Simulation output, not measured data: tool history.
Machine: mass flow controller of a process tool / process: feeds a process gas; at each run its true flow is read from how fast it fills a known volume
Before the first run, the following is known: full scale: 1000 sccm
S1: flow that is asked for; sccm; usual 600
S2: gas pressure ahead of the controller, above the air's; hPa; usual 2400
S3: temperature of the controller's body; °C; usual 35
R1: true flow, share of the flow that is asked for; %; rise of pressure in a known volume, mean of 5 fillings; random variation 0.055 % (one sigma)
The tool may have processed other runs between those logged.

{"run": 1, "hour": 0.0, "S1": 600, "S2": 2400, "S3": 35, "R1": 98.22}
{"run": 2, "hour": 314.6, "S1": 600, "S2": 2400, "S3": 35, "R1": 98.22}
{"run": 3, "hour": 581.4, "S1": 600, "S2": 1500, "S3": 35, "R1": 97.62}
{"run": 4, "hour": 1137.1, "S1": 600, "S2": 1500, "S3": 35, "R1": 97.49}
{"run": 5, "hour": 1457.6, "S1": 600, "S2": 1500, "S3": 35, "R1": 97.64}
{"run": 6, "hour": 1845.6, "S1": 143, "S2": 2400, "S3": 35, "R1": 93.28}
{"run": 7, "hour": 2085.3, "S1": 147, "S2": 2010, "S3": 21, "R1": 94.09}
{"hour": 2116.0, "done": "controller's zero set anew"}
{"run": 8, "hour": 2558.4, "S1": 525, "S2": 2140, "S3": 33, "R1": 96.96}
{"run": 9, "hour": 3100.5, "S1": 504, "S2": 2310, "S3": 34, "R1": 96.88}
{"run": 10, "hour": 3495.0, "S1": 504, "S2": 2310, "S3": 34, "R1": 96.76}

Below, each run's measurement less what the same run would have read without the hidden state. Both values contain the same run-to-run variation, but the gauge's scatter may not be the same in both:
What the log doesn't record here: flow at rest that the sensor doesn't see, % of full scale; true flow over the shown one, %; drift of the gauge itself on true_pct, %.
run=1 R1=-0.83
run=2 R1=-0.84
run=3 R1=-0.86
run=4 R1=-0.88
run=5 R1=-0.90
run=6 R1=-5.04
run=7 R1=-4.98
run=8 R1=-1.90
run=9 R1=-2.03
run=10 R1=-2.05
